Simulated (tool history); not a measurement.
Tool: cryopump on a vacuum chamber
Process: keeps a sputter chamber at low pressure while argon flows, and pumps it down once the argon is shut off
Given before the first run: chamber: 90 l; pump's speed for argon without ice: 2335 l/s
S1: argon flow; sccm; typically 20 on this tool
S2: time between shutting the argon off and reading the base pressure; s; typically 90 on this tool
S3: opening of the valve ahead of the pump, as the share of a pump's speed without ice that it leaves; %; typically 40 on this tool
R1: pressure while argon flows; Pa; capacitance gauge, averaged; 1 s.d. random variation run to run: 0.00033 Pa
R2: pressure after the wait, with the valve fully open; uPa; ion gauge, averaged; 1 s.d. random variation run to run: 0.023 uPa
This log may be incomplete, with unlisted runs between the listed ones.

run 1 hour=0.0 | S1=20 S2=90 S3=40 | R1=0.0373 R2=0.92
run 2 hour=65.6 | S1=20 S2=90 S3=40 | R1=0.0375 R2=0.91
run 3 hour=108.2 | S1=20 S2=90 S3=40 | R1=0.0379 R2=0.93
run 4 hour=165.5 | S1=20 S2=90 S3=40 | R1=0.0381 R2=0.93
run 5 hour=192.2 | S1=20 S2=90 S3=40 | R1=0.0373 R2=0.87
run 6 hour=233.3 | S1=20 S2=90 S3=40 | R1=0.0376 R2=0.98
run 7 hour=267.8 | S1=20 S2=90 S3=41 | R1=0.0366 R2=0.95
run 8 hour=327.4 | S1=20 S2=90 S3=41 | R1=0.0376 R2=0.91
run 9 hour=368.2 | S1=20 S2=96 S3=40 | R1=0.0378 R2=0.88
run 10 hour=416.8 | S1=20 S2=90 S3=40 | R1=0.0380 R2=0.94
run 11 hour=480.5 | S1=20 S2=90 S3=40 | R1=0.0386 R2=0.97
run 12 hour=520.0 | S1=20 S2=90 S3=56 | R1=0.0283 R2=0.96
run 13 hour=551.8 | S1=20 S2=90 S3=56 | R1=0.0277 R2=0.96
run 14 hour=596.0 | S1=20 S2=90 S3=56 | R1=0.0281 R2=0.93
run 15 hour=625.3 | S1=20 S2=90 S3=51 | R1=0.0302 R2=0.94
run 16 hour=665.8 | S1=20 S2=90 S3=51 | R1=0.0305 R2=0.93
run 17 hour=700.3 | S1=20 S2=90 S3=51 | R1=0.0304 R2=0.94
run 18 hour=753.3 | S1=20 S2=90 S3=51 | R1=0.0305 R2=0.98
run 19 hour=801.2 | S1=20 S2=90 S3=51 | R1=0.0304 R2=0.98
run 20 hour=835.4 | S1=25 S2=90 S3=40 | R1=0.0482 R2=1.01
run 21 hour=867.7 | S1=25 S2=90 S3=40 | R1=0.0486 R2=0.98
run 22 hour=909.1 | S1=38 S2=99 S3=40 | R1=0.0736 R2=0.88
run 23 hour=948.9 | S1=13 S2=99 S3=28 | R1=0.0352 R2=0.94
run 24 hour=993.2 | S1=13 S2=114 S3=32 | R1=0.0311 R2=0.88
run 25 hour=1045.5 | S1=13 S2=114 S3=32 | R1=0.0302 R2=0.89
run 26 hour=1072.3 | S1=13 S2=25 S3=32 | R1=0.0312 R2=2.58
run 27 hour=1100.9 | S1=13 S2=25 S3=32 | R1=0.0307 R2=2.76
run 28 hour=1128.4 | S1=25 S2=183 S3=32 | R1=0.0602 R2=0.67
run 29 hour=1184.7 | S1=25 S2=183 S3=32 | R1=0.0595 R2=0.69
-- hour=1236.9 pump warmed up, emptied and cooled again
run 30 hour=1245.5 | S1=25 S2=183 S3=25 | R1=0.0723 R2=0.64
run 31 hour=1308.7 | S1=20 S2=70 S3=51 | R1=0.0287 R2=1.14
run 32 hour=1347.7 | S1=20 S2=70 S3=51 | R1=0.0285 R2=1.12
run 33 hour=1378.2 | S1=8 S2=29 S3=16 | R1=0.0362 R2=2.35
run 34 hour=1431.9 | S1=8 S2=29 S3=16 | R1=0.0361 R2=2.35

What would each run have given without the hidden state, its run-to-run variation left as it was?
Hidden state present: pump's speed, % of a pump's without ice; cold plate's temperature, K; leak into the chamber, uPa l/s; drift of the gauge itself on working_pa, %; drift of the gauge itself on base_upa, %.
run=1 R1=0.0360 R2=0.77
run=2 R1=0.0361 R2=0.76
run=3 R1=0.0365 R2=0.78
run=4 R1=0.0367 R2=0.78
run=5 R1=0.0358 R2=0.72
run=6 R1=0.0360 R2=0.81
run=7 R1=0.0350 R2=0.78
run=8 R1=0.0359 R2=0.74
run=9 R1=0.0360 R2=0.71
run=10 R1=0.0362 R2=0.77
run=11 R1=0.0368 R2=0.79
run=12 R1=0.0264 R2=0.77
run=13 R1=0.0258 R2=0.77
run=14 R1=0.0261 R2=0.74
run=15 R1=0.0281 R2=0.75
run=16 R1=0.0285 R2=0.73
run=17 R1=0.0284 R2=0.74
run=18 R1=0.0284 R2=0.77
run=19 R1=0.0281 R2=0.77
run=20 R1=0.0453 R2=0.80
run=21 R1=0.0457 R2=0.77
run=22 R1=0.0691 R2=0.67
run=23 R1=0.0336 R2=0.72
run=24 R1=0.0295 R2=0.65
run=25 R1=0.0285 R2=0.65
run=26 R1=0.0296 R2=2.36
run=27 R1=0.0290 R2=2.52
run=28 R1=0.0570 R2=0.43
run=29 R1=0.0562 R2=0.45
run=30 R1=0.0721 R2=0.45
run=31 R1=0.0285 R2=0.95
run=32 R1=0.0283 R2=0.92
run=33 R1=0.0360 R2=2.14
run=34 R1=0.0360 R2=2.14

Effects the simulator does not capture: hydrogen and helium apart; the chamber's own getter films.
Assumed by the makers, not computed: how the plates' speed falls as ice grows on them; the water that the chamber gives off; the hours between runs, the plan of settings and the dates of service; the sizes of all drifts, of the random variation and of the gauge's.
